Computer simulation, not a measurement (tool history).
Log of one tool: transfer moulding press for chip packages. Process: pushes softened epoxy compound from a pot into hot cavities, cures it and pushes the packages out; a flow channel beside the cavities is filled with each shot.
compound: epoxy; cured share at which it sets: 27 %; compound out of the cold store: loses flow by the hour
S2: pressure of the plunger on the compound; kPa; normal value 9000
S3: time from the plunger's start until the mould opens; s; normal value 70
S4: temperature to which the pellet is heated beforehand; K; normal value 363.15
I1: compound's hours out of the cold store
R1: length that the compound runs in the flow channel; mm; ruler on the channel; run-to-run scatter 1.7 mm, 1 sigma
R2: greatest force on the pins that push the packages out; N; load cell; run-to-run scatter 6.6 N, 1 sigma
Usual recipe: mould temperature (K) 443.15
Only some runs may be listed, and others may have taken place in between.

Run 1, hour 0.0: usual settings; I1 15.4. Result: R1 513 mm, R2 345 N.
Run 2, hour 11.5: usual settings; I1 19.6. Result: R1 538 mm, R2 344 N.
Run 3, hour 20.9: usual settings but S4 360.15 K; I1 19.5. Result: R1 540 mm, R2 382 N.
Run 4, hour 27.1: usual settings but S2 9920 kPa, S4 360.15 K; I1 28.3. Result: R1 536 mm, R2 365 N.
Run 5, hour 38.6: usual settings but S2 9920 kPa, S4 360.15 K; I1 28.1. Result: R1 532 mm, R2 445 N.
Run 6, hour 46.4: usual settings but S2 9920 kPa, S4 360.15 K; I1 22.2. Result: R1 553 mm, R2 447 N.
Run 7, hour 55.5: usual settings but S2 9920 kPa, S4 360.15 K; I1 10.2. Result: R1 594 mm, R2 294 N.
Run 8, hour 62.6: usual settings; I1 8.0. Result: R1 571 mm, R2 316 N.
Run 9, hour 68.4: usual settings; I1 26.5. Result: R1 511 mm, R2 321 N.
Run 10, hour 78.8: usual settings; I1 38.4. Result: R1 477 mm, R2 328 N.
Run 11, hour 90.7: usual settings; I1 41.3. Result: R1 464 mm, R2 335 N.
Run 12, hour 97.7: usual settings but S2 8360 kPa; I1 37.2. Result: R1 461 mm, R2 353 N.
Run 13, hour 110.6: usual settings but S2 8360 kPa; I1 42.0. Result: R1 445 mm, R2 293 N.
Run 14, hour 115.9: usual settings but S2 8360 kPa; I1 28.7. Result: R1 484 mm, R2 320 N.
Run 15, hour 122.0: usual settings but S2 7150 kPa; I1 8.1. Result: R1 505 mm, R2 361 N.
Run 16, hour 127.1: usual settings but mould temperature (K) 447.15, S2 7150 kPa, S3 75 s; I1 15.7. Result: R1 476 mm, R2 269 N.
Run 17, hour 137.6: usual settings but S3 98 s, S4 371.15 K; I1 46.8. Result: R1 444 mm, R2 251 N.
Run 18, hour 150.0: usual settings but S2 8360 kPa, S3 84 s, S4 370.15 K; I1 16.1. Result: R1 516 mm, R2 206 N.
Run 19, hour 158.9: usual settings but mould temperature (K) 435.15, S2 7580 kPa, S4 365.15 K; I1 41.3. Result: R1 432 mm, R2 488 N.
Run 20, hour 167.1: usual settings but mould temperature (K) 435.15, S2 8570 kPa, S4 365.15 K; I1 36.3. Result: R1 470 mm, R2 555 N.
Run 21, hour 174.8: usual settings but mould temperature (K) 435.15, S2 8570 kPa, S4 365.15 K; I1 42.9. Result: R1 451 mm, R2 576 N.
Run 22, hour 180.3: usual settings but S2 7440 kPa; I1 33.1. Result: R1 437 mm, R2 367 N.
Run 23, hour 186.4: usual settings but mould temperature (K) 447.15, S2 10150 kPa; I1 37.0. Result: R1 493 mm, R2 293 N.
Run 24, hour 199.3: usual settings but S4 361.15 K; I1 17.3. Result: R1 526 mm, R2 294 N.
Run 25, hour 210.2: usual settings but S4 361.15 K; I1 40.1. Result: R1 462 mm, R2 319 N.
Run 26, hour 218.7: usual settings but S2 7130 kPa, S4 361.15 K; I1 22.4. Result: R1 452 mm, R2 353 N.
Run 27, hour 225.3: usual settings but S2 7130 kPa, S4 361.15 K; I1 11.5. Result: R1 483 mm, R2 386 N.
Run 28, hour 231.9: usual settings but S2 7130 kPa, S4 361.15 K; I1 36.8. Result: R1 411 mm, R2 376 N.
Run 29, hour 245.0: usual settings but S2 7130 kPa, S4 361.15 K; I1 18.5. Result: R1 462 mm, R2 292 N.

Between the runs listed above, the log contained 7 entries, not reproduced here. Where in the sequence does each belong, and how does what the log doesn't record of the tool's condition differ from the listed run before to the listed run after?
From run 1 to run 2: plunger's sealing rings changed (hour 11.5)
  true mould temperature over the reading, C: -0.2 -> -0.21; pressure that reaches the compound, % of what is set: 86.7 -> 99.94; grip of the stained cavities, % over clean ones': 24 -> 32.6
  difference, measured minus the result without the unlogged condition, R1: -38 -> +1 mm; R2: +70 -> +89 N
From run 4 to run 5: cavities cleaned with cleaning compound and waxed (hour 29.7)
  true mould temperature over the reading, C: -0.22 -> -0.23; pressure that reaches the compound, % of what is set: 99.29 -> 98.89; grip of the stained cavities, % over clean ones': 44.8 -> 65.3
  difference, measured minus the result without the unlogged condition, R1: -1 -> -2 mm; R2: +118 -> +178 N
From run 6 to run 7: cavities cleaned with cleaning compound and waxed, once more (hour 54.7)
  pressure that reaches the compound, % of what is set: 98.58 -> 98.31; grip of the stained cavities, % over clean ones': 67.6 -> 2.4
  difference, measured minus the result without the unlogged condition, R1: -3 -> -5 mm; R2: +185 -> +11 N
From run 12 to run 13: cavities cleaned with cleaning compound and waxed (hour 101.3)
  pressure that reaches the compound, % of what is set: 96.71 -> 96.27; grip of the stained cavities, % over clean ones': 45.5 -> 14.3
  difference, measured minus the result without the unlogged condition, R1: -7 -> -8 mm; R2: +119 -> +40 N
From run 17 to run 18: cavities cleaned with cleaning compound and waxed (hour 148.1)
  true mould temperature over the reading, C: -0.31 -> -0.32; pressure that reaches the compound, % of what is set: 95.16 -> 94.75; grip of the stained cavities, % over clean ones': 41 -> 3.4
  difference, measured minus the result without the unlogged condition, R1: -11 -> -14 mm; R2: +73 -> +9 N
From run 23 to run 24: cavities cleaned with cleaning compound and waxed (hour 194.8)
  true mould temperature over the reading, C: -0.35 -> -0.36; pressure that reaches the compound, % of what is set: 93.29 -> 92.86; grip of the stained cavities, % over clean ones': 42.1 -> 8
  difference, measured minus the result without the unlogged condition, R1: -17 -> -20 mm; R2: +90 -> +29 N
From run 28 to run 29: cavities cleaned with cleaning compound and waxed (hour 241.2)
  true mould temperature over the reading, C: -0.39 -> -0.4; pressure that reaches the compound, % of what is set: 91.56 -> 91.1; grip of the stained cavities, % over clean ones': 41.5 -> 6.6
  difference, measured minus the result without the unlogged condition, R1: -18 -> -21 mm; R2: +115 -> +26 N
